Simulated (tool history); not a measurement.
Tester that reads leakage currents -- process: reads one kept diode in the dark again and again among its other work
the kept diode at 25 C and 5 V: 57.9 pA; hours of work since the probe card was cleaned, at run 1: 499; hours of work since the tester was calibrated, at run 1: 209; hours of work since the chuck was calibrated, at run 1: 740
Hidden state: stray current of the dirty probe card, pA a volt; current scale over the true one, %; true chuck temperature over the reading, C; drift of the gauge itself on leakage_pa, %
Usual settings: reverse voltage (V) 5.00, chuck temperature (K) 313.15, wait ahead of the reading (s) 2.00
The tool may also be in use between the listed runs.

run	day	reverse voltage (V)	chuck temperature (K)	wait ahead of the reading (s)	hours of work since the probe card was cleaned	hours of work since the tester was calibrated	hours of work since the chuck was calibrated	current that the tester gives (pA)
1	0.000	5.00	313.15	2.00	499	209	740	207.25
2	7.829	5.00	298.15	2.00	648	357	889	55.05
3	14.971	5.00	298.15	2.00	783	492	1024	54.57
4	22.717	5.00	298.15	2.00	930	639	1171	54.14
5	31.854	5.00	313.15	2.00	1103	812	1344	200.33
6	40.738	8.51	313.15	2.00	1271	981	1512	262.69
7	45.846	8.51	313.15	2.00	1368	1077	1609	263.67
8	53.196	5.00	313.15	2.00	1507	1217	1748	195.34
9	60.033	5.00	313.15	2.00	1637	1346	1878	193.44
10	66.512	5.00	313.15	3.84	1760	1469	2001	191.72
# day 73.454: chuck's temperature calibrated
11	74.767	5.00	313.15	3.84	1914	1624	25	218.86
12	82.525	5.00	320.15	1.31	2061	1771	172	385.11
13	88.100	5.00	320.15	1.31	2167	1876	278	382.16
14	95.492	5.00	320.15	1.31	2307	2016	418	378.74
15	103.708	5.00	320.15	1.31	2463	2172	573	374.63
16	110.583	7.70	329.15	4.67	2593	2302	704	950.79
# day 118.154: probe card cleaned and baked
17	119.058	15.32	307.15	0.93	17	2461	862	223.20
18	125.250	1.32	296.15	2.00	135	2578	979	22.25
19	133.262	1.32	296.15	2.00	286	2730	1131	21.92
20	141.488	3.08	313.15	4.36	442	2886	1287	155.25

Branching from run 20: 4 alternative next runs. What would each branch give?
A	148.521	15.80	314.15	3.50	575	3019	1420	?
B	148.521	1.36	313.15	2.00	575	3019	1420	?
C	148.521	5.08	313.15	0.65	575	3019	1420	?
D	148.521	7.91	299.15	1.87	575	3019	1420	?

run	current that the tester gives (pA)
A	397.92
B	100.34
C	200.92
D	74.09
The same runs, with their run-to-run variation unchanged, on a tool lacking any hidden condition would have given:
run	current that the tester gives (pA)
A	434.17
B	109.80
C	219.60
D	81.22

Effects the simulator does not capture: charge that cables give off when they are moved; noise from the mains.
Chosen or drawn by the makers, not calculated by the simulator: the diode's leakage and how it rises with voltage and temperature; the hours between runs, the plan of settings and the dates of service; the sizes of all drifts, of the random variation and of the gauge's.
